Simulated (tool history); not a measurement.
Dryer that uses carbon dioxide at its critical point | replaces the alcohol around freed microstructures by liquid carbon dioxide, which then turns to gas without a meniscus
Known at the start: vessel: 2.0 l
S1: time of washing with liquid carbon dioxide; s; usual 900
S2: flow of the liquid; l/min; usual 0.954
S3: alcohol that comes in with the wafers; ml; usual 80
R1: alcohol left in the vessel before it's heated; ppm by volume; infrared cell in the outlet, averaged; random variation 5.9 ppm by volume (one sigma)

{"run": 1, "hour": 0.0, "S1": 900, "S2": 0.954, "S3": 80, "R1": 381}
{"run": 2, "hour": 17.0, "S1": 900, "S2": 0.954, "S3": 80, "R1": 377}
{"run": 3, "hour": 41.4, "S1": 900, "S2": 0.954, "S3": 27, "R1": 269}
{"hour": 58.3, "done": "purifier's bed changed"}
{"run": 4, "hour": 67.8, "S1": 900, "S2": 0.954, "S3": 27, "R1": 80}
{"run": 5, "hour": 85.7, "S1": 900, "S2": 0.954, "S3": 27, "R1": 82}
{"run": 6, "hour": 115.5, "S1": 900, "S2": 0.954, "S3": 86, "R1": 281}
{"run": 7, "hour": 143.8, "S1": 900, "S2": 1.269, "S3": 56, "R1": 59}
{"run": 8, "hour": 166.6, "S1": 1080, "S2": 0.954, "S3": 23, "R1": 56}
{"run": 9, "hour": 187.5, "S1": 660, "S2": 0.954, "S3": 87, "R1": 1124}
{"run": 10, "hour": 208.0, "S1": 600, "S2": 0.973, "S3": 100, "R1": 1745}

Forecast each of these 4 alternatives for the next run:
{"run": "A", "hour": 241.8, "S1": 840, "S2": 0.973, "S3": 100, "R1": "?"}
{"run": "B", "hour": 241.8, "S1": 600, "S2": 1.023, "S3": 100, "R1": "?"}
{"run": "C", "hour": 241.8, "S1": 600, "S2": 0.973, "S3": 54, "R1": "?"}
{"run": "D", "hour": 241.8, "S1": 1380, "S2": 0.973, "S3": 100, "R1": "?"}

run=A R1=489
run=B R1=1521
run=C R1=960
run=D R1=58
Without the tool's hidden state the same runs would have given:
run=A R1=334
run=B R1=1175
run=C R1=742
run=D R1=21

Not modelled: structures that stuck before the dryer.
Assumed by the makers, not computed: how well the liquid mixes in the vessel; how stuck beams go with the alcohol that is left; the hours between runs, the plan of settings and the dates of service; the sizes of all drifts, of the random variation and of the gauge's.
